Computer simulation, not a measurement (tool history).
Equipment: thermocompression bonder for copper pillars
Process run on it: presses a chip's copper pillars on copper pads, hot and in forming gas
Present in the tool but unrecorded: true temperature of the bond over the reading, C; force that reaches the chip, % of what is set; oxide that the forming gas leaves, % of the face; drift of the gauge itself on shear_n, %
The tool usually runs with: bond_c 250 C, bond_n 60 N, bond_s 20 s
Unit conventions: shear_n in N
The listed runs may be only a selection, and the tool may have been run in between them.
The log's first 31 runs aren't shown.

run,hour,bond_c,bond_n,bond_s,hours of work since the heater was calibrated,hours of work since the force cell was calibrated,hours of work since the gas filter was changed,shear_n
32,672.0,266,45,27,779,250,224,48.5
33,686.4,266,45,27,787,258,232,48.8
34,712.2,250,36,44,801,272,246,38.6
35,743.3,223,38,51,817,288,262,27.4
36,759.2,258,60,20,826,297,271,51.6
37,790.5,258,60,20,842,313,287,51.7
38,822.1,271,60,20,859,330,304,59.4
39,845.9,274,46,43,872,342,317,61.1

3 options for the next run, each taken on its own from the tool as it stands now. Forecast them:
A,871.0,225,46,43,885,356,330,?
B,871.0,238,76,43,885,356,330,?
C,871.0,250,82,14,885,356,330,?

run,shear_n
A,32.4
B,60.9
C,54.6
The same runs, with their run-to-run variation unchanged, on a tool lacking any hidden condition would have given:
run,shear_n
A,32.5
B,62.8
C,56.2
